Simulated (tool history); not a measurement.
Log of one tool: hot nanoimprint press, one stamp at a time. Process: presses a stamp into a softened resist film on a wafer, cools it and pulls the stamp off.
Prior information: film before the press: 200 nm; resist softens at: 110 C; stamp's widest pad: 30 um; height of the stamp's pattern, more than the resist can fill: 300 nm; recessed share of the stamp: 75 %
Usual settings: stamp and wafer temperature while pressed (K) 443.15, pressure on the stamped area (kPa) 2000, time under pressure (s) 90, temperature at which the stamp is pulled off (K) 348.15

| run | hour | stamp and wafer temperature while pressed (K) | pressure on the stamped area (kPa) | time under pressure (s) | temperature at which the stamp is pulled off (K) | resist left under the stamp's widest pad (nm) | greatest force while the stamp is pulled off (N) |
|---|---|---|---|---|---|---|---|
| 1 | 0.0 | 443.15 | 2000 | 90 | 348.15 | 71.6 | 235 |
| 2 | 71.4 | 443.15 | 2000 | 90 | 348.15 | 71.6 | 245 |
| 3 | 101.6 | 443.15 | 2000 | 90 | 348.15 | 70.2 | 261 |
| 4 | 172.4 | 443.15 | 2000 | 90 | 341.15 | 70.4 | 322 |
| 5 | 239.9 | 443.15 | 2000 | 90 | 341.15 | 69.3 | 330 |
| 6 | 276.5 | 443.15 | 2000 | 90 | 341.15 | 70.8 | 336 |
| 7 | 308.7 | 443.15 | 2000 | 90 | 341.15 | 70.7 | 333 |
| 8 | 367.8 | 443.15 | 2000 | 90 | 348.15 | 70.7 | 298 |
|  | 425.3 | stamp cleaned and given a new release coat |
| 9 | 437.9 | 443.15 | 2000 | 90 | 348.15 | 70.1 | 235 |
| 10 | 476.6 | 443.15 | 2000 | 90 | 348.15 | 69.8 | 235 |
| 11 | 519.3 | 443.15 | 2000 | 90 | 348.15 | 68.5 | 242 |
| 12 | 583.7 | 443.15 | 2000 | 90 | 348.15 | 69.3 | 253 |
| 13 | 615.9 | 443.15 | 2000 | 90 | 348.15 | 68.5 | 259 |
| 14 | 675.3 | 443.15 | 2000 | 90 | 348.15 | 68.6 | 272 |
|  | 687.7 | plate thermocouple calibrated |
| 15 | 731.6 | 435.15 | 2000 | 90 | 348.15 | 115.3 | 275 |
| 16 | 770.8 | 435.15 | 2000 | 90 | 351.15 | 115.8 | 267 |
| 17 | 836.5 | 434.15 | 2000 | 90 | 340.15 | 122.9 | 388 |
|  | 854.2 | stamp cleaned and given a new release coat |
|  | 866.7 | plate thermocouple calibrated, once more |
| 18 | 900.8 | 434.15 | 1910 | 90 | 345.15 | 132.7 | 262 |
| 19 | 960.6 | 448.15 | 2270 | 59 | 345.15 | 58.5 | 274 |
| 20 | 1022.9 | 448.15 | 2270 | 59 | 345.15 | 57.3 | 290 |
| 21 | 1086.2 | 438.15 | 2210 | 74 | 348.15 | 103.7 | 273 |
| 22 | 1158.2 | 443.15 | 1710 | 90 | 344.15 | 76.5 | 322 |
| 23 | 1221.1 | 443.15 | 2000 | 104 | 348.15 | 66.4 | 292 |
| 24 | 1262.4 | 443.15 | 2000 | 104 | 348.15 | 66.8 | 296 |
|  | 1283.9 | stamp cleaned and given a new release coat |
| 25 | 1307.3 | 443.15 | 2930 | 126 | 348.15 | 51.0 | 234 |
| 26 | 1354.6 | 454.15 | 2930 | 126 | 348.15 | 23.6 | 232 |
| 27 | 1412.5 | 454.15 | 2930 | 126 | 348.15 | 23.2 | 251 |
| 28 | 1442.0 | 443.15 | 2470 | 90 | 348.15 | 62.9 | 246 |
| 29 | 1502.4 | 447.15 | 3000 | 106 | 349.15 | 39.3 | 257 |
| 30 | 1550.7 | 447.15 | 1540 | 106 | 336.15 | 55.5 | 370 |

Alternative continuations, all from the tool just after run 30; predict every row:
| A | 1602.7 | 441.15 | 1590 | 106 | 336.15 | ? | ? |
| B | 1602.7 | 455.15 | 2000 | 90 | 334.15 | ? | ? |
| C | 1602.7 | 443.15 | 2520 | 89 | 350.15 | ? | ? |

| run | resist left under the stamp's widest pad (nm) | greatest force while the stamp is pulled off (N) |
|---|---|---|
| A | 83.1 | 383 |
| B | 30.9 | 393 |
| C | 63.0 | 271 |
Had the tool no hidden state, the same runs would have come out as:
| run | resist left under the stamp's widest pad (nm) | greatest force while the stamp is pulled off (N) |
|---|---|---|
| A | 86.4 | 310 |
| B | 31.8 | 318 |
| C | 64.9 | 221 |
